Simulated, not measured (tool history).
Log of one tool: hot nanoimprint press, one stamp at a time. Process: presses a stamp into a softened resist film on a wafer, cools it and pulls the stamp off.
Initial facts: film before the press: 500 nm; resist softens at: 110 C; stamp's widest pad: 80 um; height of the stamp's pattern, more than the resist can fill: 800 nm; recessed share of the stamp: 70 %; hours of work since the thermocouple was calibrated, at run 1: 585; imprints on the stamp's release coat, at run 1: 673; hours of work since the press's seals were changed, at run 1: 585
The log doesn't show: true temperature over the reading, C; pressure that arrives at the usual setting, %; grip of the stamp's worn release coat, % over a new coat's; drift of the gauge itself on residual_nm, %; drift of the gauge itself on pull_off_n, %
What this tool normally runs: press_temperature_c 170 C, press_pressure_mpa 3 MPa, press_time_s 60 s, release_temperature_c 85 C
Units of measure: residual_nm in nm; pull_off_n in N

run,day,press_temperature_c,press_pressure_mpa,press_time_s,release_temperature_c,hours of work since the thermocouple was calibrated,imprints on the stamp's release coat,hours of work since the press's seals were changed,residual_nm,pull_off_n
1,0,170,3,60,85,585,673,585,295.6,154
# day 1.021: plate thermocouple calibrated
# day 1.354: press's hydraulic seals changed and the load cell set to zero
2,2.983,170,3,42,85,24,839,24,337.4,159
3,6.167,173,3,60,85,71,1048,71,265.2,163
# day 8.175: stamp cleaned and given a new release coat
4,9.662,173,3,60,85,119,98,119,266.3,140
5,11.425,182,3,60,85,145,213,145,168,144
6,13.488,170,3,60,85,175,349,175,312.1,149
7,16.821,170,3,60,85,224,568,224,313.2,154
# day 17.992: plate thermocouple calibrated, once more
8,19.158,170,3,60,85,17,713,257,281.8,150
9,22.192,170,3,60,85,62,912,301,285.5,154
10,24.562,170,3,60,85,97,1068,336,285.2,159
# day 26.212: stamp cleaned and given a new release coat
11,26.212,170,3,60,85,117,0,357,285,130
12,28.296,170,3,60,85,148,137,388,287,135
13,30.558,170,3,60,85,181,286,421,288.7,135
14,33.262,170,3,60,85,221,463,461,288.8,145
15,35.262,170,3,60,85,251,595,490,291.8,148
16,37.742,170,3,60,85,287,758,527,291.5,152
17,40.917,170,2.52,41,79,334,966,573,348.8,182
# day 42.925: press's hydraulic seals changed and the load cell set to zero
18,43.508,170,2.52,41,79,367,1115,9,348,184
# day 44.454: stamp cleaned and given a new release coat
19,46.338,172,4,72,85,405,124,47,216,132
20,48.958,172,4,72,85,444,296,85,216.7,139
21,51.621,172,4,72,85,483,472,124,218.3,146
22,54.233,170,3,60,82,521,643,163,296.9,159
23,55.821,170,3,60,82,545,747,186,299.2,167
24,58.417,170,3.87,80,80,583,918,224,243.6,184
# day 59.592: plate thermocouple calibrated
25,60.404,170,3.87,80,80,12,1040,252,221.4,175
# day 62.508: stamp cleaned and given a new release coat
26,64.004,170,2.09,31,85,61,98,301,376.1,133
27,66.317,170,3,55,85,95,250,335,287.5,135
28,69.2,170,3,55,85,138,440,378,289.2,143
29,72.508,162,2.79,55,85,187,657,426,413.3,146

Alternative continuations, all from the tool just after run 29; predict every row:
A,75.625,170,3,60,92,232,862,472,?,?
B,75.625,162,2.79,55,91,232,862,472,?,?
C,75.625,162,3.49,38,89,232,862,472,?,?
D,75.625,170,1.87,55,85,232,862,472,?,?
E,75.625,170,2.3,32,72,232,862,472,?,?

run,residual_nm,pull_off_n
A,283.7,127
B,414.4,134
C,416.7,143
D,351.9,153
E,369.7,199
With no hidden state in the tool, these same runs would have given:
run,residual_nm,pull_off_n
A,276.3,107
B,408.1,112
C,410.3,120
D,345.3,128
E,363.2,167
